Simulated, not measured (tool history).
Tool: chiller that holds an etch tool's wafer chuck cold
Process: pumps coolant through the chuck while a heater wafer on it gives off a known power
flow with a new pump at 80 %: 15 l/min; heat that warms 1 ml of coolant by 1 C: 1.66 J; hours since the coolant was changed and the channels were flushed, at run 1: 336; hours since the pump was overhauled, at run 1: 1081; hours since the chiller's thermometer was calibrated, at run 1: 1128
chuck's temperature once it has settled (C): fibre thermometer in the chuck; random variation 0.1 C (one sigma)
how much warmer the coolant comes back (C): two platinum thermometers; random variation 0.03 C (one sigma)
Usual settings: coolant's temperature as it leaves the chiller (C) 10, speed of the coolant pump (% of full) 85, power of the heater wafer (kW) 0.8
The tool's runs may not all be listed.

run   hour  coolant's temperature as it leaves the chiller (C)  speed of the coolant pump (% of full)  power of the heater wafer (kW)  hours since the coolant was changed and the channels were flushed  hours since the pump was overhauled  hours since the chiller's thermometer was calibrated  chuck's temperature once it has settled (C)  how much warmer the coolant comes back (C)
  1      0                                                  10                                     85                             0.8                                                                336                                 1081                                                  1128                                         16.6                                        1.88
  2   32.3                                                  10                                     85                             0.8                                                                368                                 1113                                                  1160                                         16.4                                        1.84
  3   67.6                                                  10                                     85                             0.8                                                                404                                 1148                                                  1196                                         16.6                                        1.86
  4   84.5                                                  10                                     85                           0.834                                                                420                                 1165                                                  1212                                         16.9                                        2.02
  5  110.9                                                  10                                     85                           0.834                                                                447                                 1192                                                  1239                                           17                                        1.94
  6  150.2                                                  10                                     85                             0.8                                                                486                                 1231                                                  1278                                         16.7                                        1.88
     158.1  -- coolant pump overhauled
  7  173.6                                                  10                                     85                           0.638                                                                505                                   15                                                  1297                                         15.5                                        1.49
  8  191.6                                                  10                                     85                           0.638                                                                523                                   33                                                  1315                                         15.4                                        1.56
  9  216.1                                                  10                                     85                           0.931                                                                547                                   58                                                  1339                                         17.8                                        2.28
       235  -- coolant pump overhauled, once more
 10  243.2                                                  10                                     85                           0.931                                                                569                                    8                                                  1361                                         17.6                                        2.16
 11  263.7                                                   1                                     74                           0.931                                                                590                                   29                                                  1382                                          9.3                                        2.42

Run 12 comes next. What will it give?
 12  294.6                                                   1                                     60                           0.931                                                                621                                   60                                                  1413                                            ?                                           ?

chuck's temperature once it has settled (C): 10.5
how much warmer the coolant comes back (C): 3.07
Without the tool's hidden state the same run would have given chuck's temperature once it has settled (C) 10.1, how much warmer the coolant comes back (C) 3.07.
